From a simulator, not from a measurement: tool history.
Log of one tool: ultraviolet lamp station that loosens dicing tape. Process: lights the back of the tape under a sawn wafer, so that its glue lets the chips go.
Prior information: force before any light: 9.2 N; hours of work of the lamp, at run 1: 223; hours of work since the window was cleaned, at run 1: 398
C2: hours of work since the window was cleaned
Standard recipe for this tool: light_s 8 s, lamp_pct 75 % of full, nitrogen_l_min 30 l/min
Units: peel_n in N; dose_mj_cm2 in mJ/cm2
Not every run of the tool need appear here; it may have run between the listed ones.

Run 1, day 0: usual settings; hours of work of the lamp 223; C2 398. Result: peel_n 0.379 N, dose_mj_cm2 301 mJ/cm2.
Run 2, day 2.229: usual settings but lamp_pct 70 % of full; hours of work of the lamp 259; C2 434. Result: peel_n 0.434 N, dose_mj_cm2 279 mJ/cm2.
Run 3, day 3.758: usual settings but lamp_pct 70 % of full; hours of work of the lamp 284; C2 459. Result: peel_n 0.441 N, dose_mj_cm2 274 mJ/cm2.
Run 4, day 5.633: usual settings but nitrogen_l_min 12 l/min; hours of work of the lamp 314; C2 489. Result: peel_n 0.604 N, dose_mj_cm2 287 mJ/cm2.
Run 5, day 7.733: usual settings; hours of work of the lamp 348; C2 523. Result: peel_n 0.426 N, dose_mj_cm2 282 mJ/cm2.
At day 9.167: window cleaned of glue's vapour.
Run 6, day 10.625: usual settings; hours of work of the lamp 395; C2 24. Result: peel_n 0.461 N, dose_mj_cm2 268 mJ/cm2.
Run 7, day 12.888: usual settings; hours of work of the lamp 432; C2 60. Result: peel_n 0.481 N, dose_mj_cm2 268 mJ/cm2.
Run 8, day 14.292: usual settings; hours of work of the lamp 454; C2 83. Result: peel_n 0.479 N, dose_mj_cm2 264 mJ/cm2.
Run 9, day 15.938: usual settings but light_s 4 s, lamp_pct 99 % of full, nitrogen_l_min 23 l/min; hours of work of the lamp 481; C2 110. Result: peel_n 1.181 N, dose_mj_cm2 170 mJ/cm2.
Run 10, day 18.525: usual settings but light_s 12 s, lamp_pct 79 % of full, nitrogen_l_min 22 l/min; hours of work of the lamp 523; C2 152. Result: peel_n 0.296 N, dose_mj_cm2 402 mJ/cm2.
Run 11, day 20.096: usual settings but light_s 6 s, lamp_pct 78 % of full, nitrogen_l_min 15 l/min; hours of work of the lamp 548; C2 177. Result: peel_n 1.162 N, dose_mj_cm2 198 mJ/cm2.
Run 12, day 21.854: usual settings but light_s 6 s, lamp_pct 78 % of full, nitrogen_l_min 15 l/min; hours of work of the lamp 577; C2 206. Result: peel_n 1.195 N, dose_mj_cm2 195 mJ/cm2.
Run 13, day 23.279: usual settings but light_s 6 s, nitrogen_l_min 11 l/min; hours of work of the lamp 600; C2 229. Result: peel_n 1.484 N, dose_mj_cm2 186 mJ/cm2.
At day 25.933: window cleaned of glue's vapour, once more.
Run 14, day 25.933: usual settings but light_s 12 s, lamp_pct 65 % of full, nitrogen_l_min 17 l/min; hours of work of the lamp 643; C2 0. Result: peel_n 0.334 N, dose_mj_cm2 377 mJ/cm2.

Alternative continuations, all from the tool just after run 14; predict every row:
Run A, day 28.154: usual settings but lamp_pct 91 % of full, nitrogen_l_min 58 l/min; hours of work of the lamp 679; C2 36. Result: peel_n ?, dose_mj_cm2 ?.
Run B, day 28.154: usual settings but light_s 7 s, lamp_pct 76 % of full, nitrogen_l_min 50 l/min; hours of work of the lamp 679; C2 36. Result: peel_n ?, dose_mj_cm2 ?.
Run C, day 28.154: usual settings but light_s 9 s, lamp_pct 71 % of full, nitrogen_l_min 33 l/min; hours of work of the lamp 679; C2 36. Result: peel_n ?, dose_mj_cm2 ?.

run  peel_n  dose_mj_cm2
  A   0.287          344
  B    0.45          253
  C    0.37          302
Without the tool's unlogged condition, the same runs would have read:
run  peel_n  dose_mj_cm2
  A   0.263          404
  B   0.356          297
  C   0.306          355
